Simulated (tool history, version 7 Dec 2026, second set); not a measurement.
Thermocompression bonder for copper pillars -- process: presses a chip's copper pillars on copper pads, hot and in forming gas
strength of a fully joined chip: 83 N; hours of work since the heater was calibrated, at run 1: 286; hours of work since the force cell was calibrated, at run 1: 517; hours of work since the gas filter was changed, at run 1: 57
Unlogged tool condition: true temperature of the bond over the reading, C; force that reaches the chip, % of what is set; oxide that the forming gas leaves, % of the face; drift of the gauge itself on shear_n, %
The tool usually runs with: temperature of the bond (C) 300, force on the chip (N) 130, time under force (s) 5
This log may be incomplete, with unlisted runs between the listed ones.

run,hour,temperature of the bond (C),force on the chip (N),time under force (s),hours of work since the heater was calibrated,hours of work since the force cell was calibrated,hours of work since the gas filter was changed,force that shears a chip off (N)
1,0.0,300,130,5,286,517,57,28.8
2,63.1,300,130,5,314,545,85,29.5
3,124.4,300,130,5,341,572,112,29.0
4,180.5,300,87,5,366,597,137,21.4
5,219.6,300,130,10,383,614,155,37.5
6,259.4,300,130,5,401,632,172,28.6
7,293.2,275,130,5,416,647,187,22.0
8,348.5,275,130,5,441,671,212,22.1
9,380.1,275,130,5,455,685,226,22.2
10,412.4,275,130,5,469,700,240,22.5
11,461.7,275,130,5,491,722,262,21.7
# hour 528.6: force cell calibrated
12,534.5,275,130,9,523,3,294,29.9
13,581.5,300,178,5,543,24,315,35.5
14,613.7,300,178,5,558,38,329,36.7
15,668.6,300,130,5,582,62,353,29.2
16,727.2,300,130,5,608,88,379,29.2
17,780.0,300,130,5,632,112,403,28.5
18,843.6,300,130,5,660,140,431,29.0
19,894.4,300,130,5,682,162,454,28.8
# hour 953.1: forming gas filter changed
20,954.4,300,130,5,709,189,1,30.6
21,1003.6,290,84,5,731,211,22,21.8
22,1063.2,281,80,6,757,237,49,19.0
23,1105.1,281,80,6,776,256,67,19.7
24,1152.3,300,121,3,797,277,88,23.9
25,1182.7,312,121,4,810,290,102,29.8
26,1220.9,289,88,8,827,307,119,26.2
27,1264.1,293,88,5,846,326,138,22.3
28,1336.1,300,83,3,878,358,170,16.8
29,1386.9,300,83,3,901,381,193,16.9
30,1446.4,300,83,3,927,407,219,17.4
31,1479.6,292,83,13,942,422,234,28.6
32,1552.0,292,83,13,974,454,266,29.3
33,1586.2,328,99,8,989,469,281,36.8
34,1623.4,288,98,5,1006,486,298,21.0
35,1654.3,301,79,3,1020,500,311,16.1
36,1687.5,319,160,4,1034,514,326,35.8
37,1731.7,319,160,4,1054,534,346,35.1
38,1790.3,319,160,4,1080,560,372,34.4
39,1843.4,319,160,4,1104,584,395,35.0
40,1881.3,319,160,4,1120,601,412,34.6

3 options for the next run, each taken on its own from the tool as it stands now. Forecast them:
A,1948.6,300,151,7,1150,630,442,?
B,1948.6,300,130,6,1150,630,442,?
C,1948.6,300,130,3,1150,630,442,?

run,force that shears a chip off (N)
A,35.5
B,30.0
C,22.9
Stripped of hidden state, with their random variation kept, the same runs would have yielded:
run,force that shears a chip off (N)
A,40.1
B,34.0
C,26.0
